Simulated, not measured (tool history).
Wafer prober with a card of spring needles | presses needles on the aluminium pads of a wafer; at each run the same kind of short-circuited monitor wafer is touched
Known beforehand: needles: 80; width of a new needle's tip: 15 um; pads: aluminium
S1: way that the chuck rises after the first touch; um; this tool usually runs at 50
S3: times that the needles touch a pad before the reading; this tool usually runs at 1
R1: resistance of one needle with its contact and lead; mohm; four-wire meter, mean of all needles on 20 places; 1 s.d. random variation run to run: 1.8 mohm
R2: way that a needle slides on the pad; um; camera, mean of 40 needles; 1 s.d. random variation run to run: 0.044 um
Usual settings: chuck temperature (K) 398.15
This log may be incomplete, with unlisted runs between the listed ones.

run 1 hour=0.0 | S1=50 chuck_temperature_(K)=398.15 S3=1 | R1=181 R2=8.33
-- hour=4.1 tips cleaned on abrasive film
-- hour=13.0 tips cleaned on abrasive film
-- hour=24.2 tips cleaned on abrasive film
run 2 hour=28.5 | S1=50 chuck_temperature_(K)=398.15 S3=1 | R1=181 R2=8.37
-- hour=35.3 tips cleaned on abrasive film
-- hour=44.2 tips cleaned on abrasive film
-- hour=53.2 tips cleaned on abrasive film
run 3 hour=59.0 | S1=50 chuck_temperature_(K)=398.15 S3=1 | R1=181 R2=8.39
-- hour=63.6 tips cleaned on abrasive film
-- hour=74.6 tips cleaned on abrasive film
-- hour=83.6 tips cleaned on abrasive film
-- hour=94.3 tips cleaned on abrasive film
run 4 hour=101.0 | S1=50 chuck_temperature_(K)=398.15 S3=1 | R1=183 R2=8.43
-- hour=103.4 tips cleaned on abrasive film
-- hour=112.3 tips cleaned on abrasive film
-- hour=121.3 tips cleaned on abrasive film
-- hour=130.3 tips cleaned on abrasive film
-- hour=141.4 tips cleaned on abrasive film
run 5 hour=143.1 | S1=50 chuck_temperature_(K)=398.15 S3=1 | R1=178 R2=8.43
-- hour=152.1 tips cleaned on abrasive film
-- hour=163.0 tips cleaned on abrasive film
-- hour=173.4 tips cleaned on abrasive film
run 6 hour=174.5 | S1=50 chuck_temperature_(K)=398.15 S3=2 | R1=182 R2=8.35
-- hour=183.2 tips cleaned on abrasive film
-- hour=193.7 tips cleaned on abrasive film
-- hour=204.8 tips cleaned on abrasive film
-- hour=214.8 tips cleaned on abrasive film
run 7 hour=214.8 | S1=50 chuck_temperature_(K)=398.15 S3=2 | R1=181 R2=8.44
-- hour=224.8 tips cleaned on abrasive film
-- hour=235.5 tips cleaned on abrasive film
-- hour=246.1 tips cleaned on abrasive film
run 8 hour=250.8 | S1=50 chuck_temperature_(K)=398.15 S3=1 | R1=183 R2=8.38
-- hour=255.1 tips cleaned on abrasive film
-- hour=266.3 tips cleaned on abrasive film
-- hour=275.3 tips cleaned on abrasive film
-- hour=286.0 tips cleaned on abrasive film
run 9 hour=287.0 | S1=50 chuck_temperature_(K)=398.15 S3=1 | R1=181 R2=8.45
-- hour=296.0 tips cleaned on abrasive film
-- hour=305.0 tips cleaned on abrasive film
run 10 hour=305.0 | S1=50 chuck_temperature_(K)=398.15 S3=1 | R1=185 R2=8.47
-- hour=307.5 height of the first contact set anew
-- hour=316.0 tips cleaned on abrasive film
-- hour=326.7 tips cleaned on abrasive film
-- hour=337.4 tips cleaned on abrasive film
run 11 hour=344.9 | S1=50 chuck_temperature_(K)=398.15 S3=1 | R1=181 R2=8.52
-- hour=347.2 tips cleaned on abrasive film
-- hour=356.1 tips cleaned on abrasive film
-- hour=367.0 tips cleaned on abrasive film
-- hour=378.1 tips cleaned on abrasive film
run 12 hour=378.1 | S1=50 chuck_temperature_(K)=398.15 S3=1 | R1=178 R2=8.43
-- hour=389.3 tips cleaned on abrasive film
-- hour=398.2 tips cleaned on abrasive film
run 13 hour=406.1 | S1=50 chuck_temperature_(K)=398.15 S3=1 | R1=181 R2=8.45
-- hour=408.4 tips cleaned on abrasive film
-- hour=419.6 tips cleaned on abrasive film
-- hour=430.4 tips cleaned on abrasive film
run 14 hour=432.5 | S1=50 chuck_temperature_(K)=398.15 S3=1 | R1=181 R2=8.43
-- hour=441.5 tips cleaned on abrasive film
-- hour=451.7 tips cleaned on abrasive film
-- hour=462.1 tips cleaned on abrasive film
run 15 hour=468.9 | S1=50 chuck_temperature_(K)=398.15 S3=1 | R1=182 R2=8.50
-- hour=471.2 tips cleaned on abrasive film
-- hour=482.4 tips cleaned on abrasive film
-- hour=493.1 tips cleaned on abrasive film
run 16 hour=495.9 | S1=42 chuck_temperature_(K)=366.15 S3=3 | R1=177 R2=7.04
-- hour=502.6 tips cleaned on abrasive film
-- hour=512.8 tips cleaned on abrasive film
-- hour=523.9 tips cleaned on abrasive film
run 17 hour=525.4 | S1=50 chuck_temperature_(K)=307.15 S3=2 | R1=161 R2=8.44
-- hour=534.2 tips cleaned on abrasive film
-- hour=545.4 tips cleaned on abrasive film
run 18 hour=550.7 | S1=57 chuck_temperature_(K)=355.15 S3=3 | R1=169 R2=9.60
-- hour=555.3 tips cleaned on abrasive film
-- hour=566.2 tips cleaned on abrasive film
-- hour=575.1 tips cleaned on abrasive film
run 19 hour=579.5 | S1=57 chuck_temperature_(K)=355.15 S3=3 | R1=173 R2=9.73
-- hour=586.3 tips cleaned on abrasive film
-- hour=596.8 tips cleaned on abrasive film
-- hour=605.8 tips cleaned on abrasive film
-- hour=616.3 tips cleaned on abrasive film
run 20 hour=616.3 | S1=45 chuck_temperature_(K)=381.15 S3=1 | R1=178 R2=7.65
-- hour=626.9 tips cleaned on abrasive film
run 21 hour=635.7 | S1=45 chuck_temperature_(K)=381.15 S3=1 | R1=179 R2=7.66
-- hour=638.0 tips cleaned on abrasive film
-- hour=648.9 tips cleaned on abrasive film
run 22 hour=656.9 | S1=59 chuck_temperature_(K)=381.15 S3=2 | R1=179 R2=10.08
-- hour=659.2 tips cleaned on abrasive film
-- hour=670.1 tips cleaned on abrasive film
-- hour=679.1 tips cleaned on abrasive film
-- hour=689.9 tips cleaned on abrasive film
-- hour=698.9 tips cleaned on abrasive film
run 23 hour=699.1 | S1=50 chuck_temperature_(K)=305.15 S3=3 | R1=164 R2=8.60
-- hour=709.8 tips cleaned on abrasive film
-- hour=720.6 tips cleaned on abrasive film
-- hour=727.2 gauge calibrated
-- hour=729.7 height of the first contact set anew
-- hour=731.8 tips cleaned on abrasive film
run 24 hour=733.4 | S1=50 chuck_temperature_(K)=327.15 S3=2 | R1=171 R2=8.37
-- hour=742.3 tips cleaned on abrasive film
-- hour=753.4 tips cleaned on abrasive film
-- hour=762.4 tips cleaned on abrasive film
run 25 hour=765.4 | S1=50 chuck_temperature_(K)=327.15 S3=2 | R1=169 R2=8.32
-- hour=771.8 tips cleaned on abrasive film
-- hour=782.4 tips cleaned on abrasive film
-- hour=791.4 tips cleaned on abrasive film
-- hour=802.2 tips cleaned on abrasive film
run 26 hour=802.2 | S1=34 chuck_temperature_(K)=330.15 S3=2 | R1=173 R2=5.77
-- hour=812.7 tips cleaned on abrasive film
run 27 hour=821.5 | S1=34 chuck_temperature_(K)=330.15 S3=1 | R1=175 R2=5.71

Predict each of these 3 candidate next runs independently; none follows another, all start after run 27:
-- hour=823.8 tips cleaned on abrasive film
-- hour=834.7 tips cleaned on abrasive film
-- hour=845.5 tips cleaned on abrasive film
-- hour=856.7 tips cleaned on abrasive film
run A hour=860.0 | S1=66 chuck_temperature_(K)=340.15 S3=1 | R1=? R2=?
-- hour=823.8 tips cleaned on abrasive film
-- hour=834.7 tips cleaned on abrasive film
-- hour=845.5 tips cleaned on abrasive film
-- hour=856.7 tips cleaned on abrasive film
run B hour=860.0 | S1=45 chuck_temperature_(K)=299.15 S3=2 | R1=? R2=?
-- hour=823.8 tips cleaned on abrasive film
-- hour=834.7 tips cleaned on abrasive film
-- hour=845.5 tips cleaned on abrasive film
-- hour=856.7 tips cleaned on abrasive film
run C hour=860.0 | S1=34 chuck_temperature_(K)=330.15 S3=2 | R1=? R2=?

run=A R1=166 R2=11.05
run=B R1=163 R2=7.56
run=C R1=174 R2=5.66
With the hidden condition removed and each run's random variation left untouched, the same runs would have given:
run=A R1=166 R2=10.99
run=B R1=163 R2=7.52
run=C R1=174 R2=5.63
